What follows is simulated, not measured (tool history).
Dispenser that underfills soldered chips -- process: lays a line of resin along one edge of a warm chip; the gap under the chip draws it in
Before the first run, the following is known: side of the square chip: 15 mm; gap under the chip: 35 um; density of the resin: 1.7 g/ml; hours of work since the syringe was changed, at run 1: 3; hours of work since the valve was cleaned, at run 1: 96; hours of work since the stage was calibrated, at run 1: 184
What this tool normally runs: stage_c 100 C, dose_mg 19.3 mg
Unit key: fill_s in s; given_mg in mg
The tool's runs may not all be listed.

run   hour  stage_c  dose_mg  hours of work since the syringe was changed  hours of work since the valve was cleaned  hours of work since the stage was calibrated  fill_s  given_mg
  1      0      100     19.3                                            3                                         96                                           184   509.3     17.97
       3.2  -- dispensing valve cleaned and set on the balance
  2    7.7      100     19.3                                            8                                          3                                           189   679.1     19.42
         9  -- new syringe of resin
  3   15.2      100     19.3                                            5                                          9                                           194   558.3     19.12
      21.3  -- new syringe of resin
  4   22.9      100     19.3                                            1                                         15                                           200   456.9     19.08
  5   30.5      100     17.2                                            7                                         21                                           206   662.1     16.96
      33.5  -- new syringe of resin
  6   36.6      100     17.2                                            2                                         25                                           211   485.6     16.92
  7   42.7      100     17.2                                            7                                         30                                           215   642.9     16.83
      45.6  -- new syringe of resin
  8   49.7      100     19.3                                            3                                         35                                           221   511.8      18.8
  9   55.2      100     19.3                                            7                                         39                                           225   655.3     18.79
      57.6  -- new syringe of resin
 10   60.9      100     19.3                                            3                                         44                                           229   501.9     18.83
 11   67.9      100     19.3                                            8                                         49                                           234   692.9     18.62
      69.8  -- new syringe of resin
 12   72.5      100     19.3                                            2                                         52                                           238   476.2      18.6
 13   76.9      100     19.3                                            6                                         56                                           241   596.7     18.64
      82.2  -- new syringe of resin
 14   84.7      100     19.3                                            2                                         62                                           247   471.3     18.48
 15   91.4      100     19.3                                            7                                         67                                           252   649.8     18.42
      94.7  -- new syringe of resin
 16   96.4      100     17.2                                            1                                         71                                           256   476.4     16.44
 17  100.5       89     17.2                                            5                                         74                                           259   957.7     16.31
     107.1  -- new syringe of resin
 18  107.1      112     19.3                                            0                                         79                                           264   260.6     18.33
 19  111.1      112     19.3                                            3                                         82                                           267   312.3     18.36
 20  117.2       94     18.2                                            8                                         86                                           272   872.3     17.11
     119.3  -- new syringe of resin
 21  123.2       94     18.2                                            3                                         91                                           276   681.6     17.12
 22  128.7       94     18.2                                            7                                         95                                           280   866.7     16.92
     131.6  -- new syringe of resin
     133.2  -- dispensing valve cleaned and set on the balance
 23  134.8      113     17.2                                            2                                          1                                           284   288.2     17.15
 24  141.2      113     17.2                                            7                                          6                                           289   379.2     17.29
     144.8  -- new syringe of resin
 25  146.7      113     22.1                                            1                                         10                                           293   270.2     21.99
 26  154.3      100     21.6                                            7                                         16                                           299   649.9      21.3
     157.1  -- new syringe of resin
 27  161.6      100     21.6                                            3                                         22                                           305   529.1     21.14
 28  165.8       97     23.4                                            7                                         25                                           308   718.1     22.97
     169.5  -- new syringe of resin
 29  172.8       97     23.4                                            3                                         30                                           313   559.6     22.86
 30  178.5       97     23.4                                            7                                         35                                           317   726.8     22.77
     181.7  -- new syringe of resin
 31  183.1       97     23.4                                            1                                         38                                           321   507.6     22.66
 32  190.5      104     17.1                                            7                                         44                                           327   565.4     16.56
     193.6  -- new syringe of resin
 33  197.4      104     17.1                                            3                                         49                                           332   447.4     16.38

Run 34 comes next. What will it give?
 34  200.7       93     20.1                                            6                                         51                                           334       ?         ?

fill_s: 812.8 s
given_mg: 19.34 mg
Take away the tool's hidden state, keep the run-to-run variation as it was, and the same run would have given fill_s 547.1 s, given_mg 20.09 mg.

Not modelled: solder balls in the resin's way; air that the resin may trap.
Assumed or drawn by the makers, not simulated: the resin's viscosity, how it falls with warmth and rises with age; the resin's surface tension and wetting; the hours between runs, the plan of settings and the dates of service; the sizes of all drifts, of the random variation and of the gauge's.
